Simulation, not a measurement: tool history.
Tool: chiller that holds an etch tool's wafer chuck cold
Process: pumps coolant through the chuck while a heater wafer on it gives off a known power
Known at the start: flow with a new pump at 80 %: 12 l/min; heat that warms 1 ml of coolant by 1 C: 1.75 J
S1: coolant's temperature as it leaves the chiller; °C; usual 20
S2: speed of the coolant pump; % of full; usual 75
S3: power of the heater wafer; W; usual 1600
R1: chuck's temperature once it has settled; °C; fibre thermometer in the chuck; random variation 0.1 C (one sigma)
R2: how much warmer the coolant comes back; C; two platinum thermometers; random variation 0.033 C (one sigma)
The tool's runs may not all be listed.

{"run": 1, "day": 0.0, "S1": 20, "S2": 75, "S3": 1600, "R1": 33.9, "R2": 5.2}
{"run": 2, "day": 1.054, "S1": 20, "S2": 75, "S3": 1600, "R1": 33.8, "R2": 5.18}
{"run": 3, "day": 2.55, "S1": 20, "S2": 75, "S3": 1600, "R1": 33.8, "R2": 5.26}
{"run": 4, "day": 4.129, "S1": 20, "S2": 75, "S3": 1600, "R1": 33.8, "R2": 5.21}
{"run": 5, "day": 5.562, "S1": 20, "S2": 75, "S3": 1600, "R1": 33.7, "R2": 5.16}
{"run": 6, "day": 6.379, "S1": 20, "S2": 75, "S3": 1600, "R1": 34, "R2": 5.21}
{"run": 7, "day": 7.671, "S1": 20, "S2": 100, "S3": 1600, "R1": 31.4, "R2": 3.74}
{"run": 8, "day": 8.542, "S1": 20, "S2": 75, "S3": 1915, "R1": 36.8, "R2": 6.25}
{"run": 9, "day": 9.704, "S1": 20, "S2": 75, "S3": 1915, "R1": 36.8, "R2": 6.29}
{"run": 10, "day": 10.433, "S1": 20, "S2": 75, "S3": 1600, "R1": 34, "R2": 5.24}
{"run": 11, "day": 11.479, "S1": 11, "S2": 75, "S3": 1600, "R1": 25, "R2": 5.3}
{"run": 12, "day": 12.412, "S1": 20, "S2": 75, "S3": 1600, "R1": 33.8, "R2": 5.22}
{"run": 13, "day": 14.108, "S1": 20, "S2": 67, "S3": 1600, "R1": 35.1, "R2": 5.86}
{"run": 14, "day": 15.733, "S1": 20, "S2": 85, "S3": 1600, "R1": 33, "R2": 4.59}
{"run": 15, "day": 16.575, "S1": 21, "S2": 75, "S3": 1600, "R1": 34.9, "R2": 5.27}
{"run": 16, "day": 17.917, "S1": 22, "S2": 75, "S3": 1600, "R1": 35.9, "R2": 5.27}
{"run": 17, "day": 19.183, "S1": 22, "S2": 75, "S3": 1600, "R1": 35.9, "R2": 5.22}
{"run": 18, "day": 20.354, "S1": 22, "S2": 62, "S3": 857, "R1": 30.1, "R2": 3.51}
{"run": 19, "day": 21.142, "S1": 22, "S2": 62, "S3": 857, "R1": 30.3, "R2": 3.4}
{"run": 20, "day": 22.296, "S1": 27, "S2": 75, "S3": 1323, "R1": 38.5, "R2": 4.36}
{"run": 21, "day": 23.996, "S1": 20, "S2": 75, "S3": 1511, "R1": 33.3, "R2": 5.03}
{"run": 22, "day": 24.725, "S1": 20, "S2": 75, "S3": 1511, "R1": 33.1, "R2": 5}
{"run": 23, "day": 25.525, "S1": 14, "S2": 75, "S3": 1393, "R1": 26, "R2": 4.61}
{"run": 24, "day": 26.679, "S1": 13, "S2": 61, "S3": 834, "R1": 21.1, "R2": 3.4}
{"run": 25, "day": 28.262, "S1": 16, "S2": 61, "S3": 825, "R1": 23.9, "R2": 3.41}
{"run": 26, "day": 29.6, "S1": 25, "S2": 80, "S3": 2097, "R1": 43, "R2": 6.52}
{"run": 27, "day": 30.792, "S1": 25, "S2": 80, "S3": 2097, "R1": 42.9, "R2": 6.53}
{"run": 28, "day": 32.317, "S1": 26, "S2": 78, "S3": 1167, "R1": 35.8, "R2": 3.71}
{"run": 29, "day": 34.025, "S1": 13, "S2": 78, "S3": 1167, "R1": 22.9, "R2": 3.71}
{"run": 30, "day": 34.962, "S1": 13, "S2": 75, "S3": 1600, "R1": 26.9, "R2": 5.38}
{"run": 31, "day": 36.3, "S1": 13, "S2": 62, "S3": 2367, "R1": 37.3, "R2": 9.72}

Forecast each of these 5 alternatives for the next run:
{"run": "A", "day": 37.117, "S1": 16, "S2": 89, "S3": 970, "R1": "?", "R2": "?"}
{"run": "B", "day": 37.117, "S1": 20, "S2": 62, "S3": 2367, "R1": "?", "R2": "?"}
{"run": "C", "day": 37.117, "S1": 11, "S2": 87, "S3": 1853, "R1": "?", "R2": "?"}
{"run": "D", "day": 37.117, "S1": 20, "S2": 77, "S3": 1600, "R1": "?", "R2": "?"}
{"run": "E", "day": 37.117, "S1": 16, "S2": 97, "S3": 2280, "R1": "?", "R2": "?"}

run=A R1=23.4 R2=2.73
run=B R1=44.1 R2=9.68
run=C R1=25.9 R2=5.27
run=D R1=33.9 R2=5.23
run=E R1=33.3 R2=5.78
Without the tool's hidden state the same runs would have given:
run=A R1=23.8 R2=2.49
run=B R1=43.4 R2=8.85
run=C R1=25.8 R2=4.82
run=D R1=33.8 R2=4.79
run=E R1=33.1 R2=5.28

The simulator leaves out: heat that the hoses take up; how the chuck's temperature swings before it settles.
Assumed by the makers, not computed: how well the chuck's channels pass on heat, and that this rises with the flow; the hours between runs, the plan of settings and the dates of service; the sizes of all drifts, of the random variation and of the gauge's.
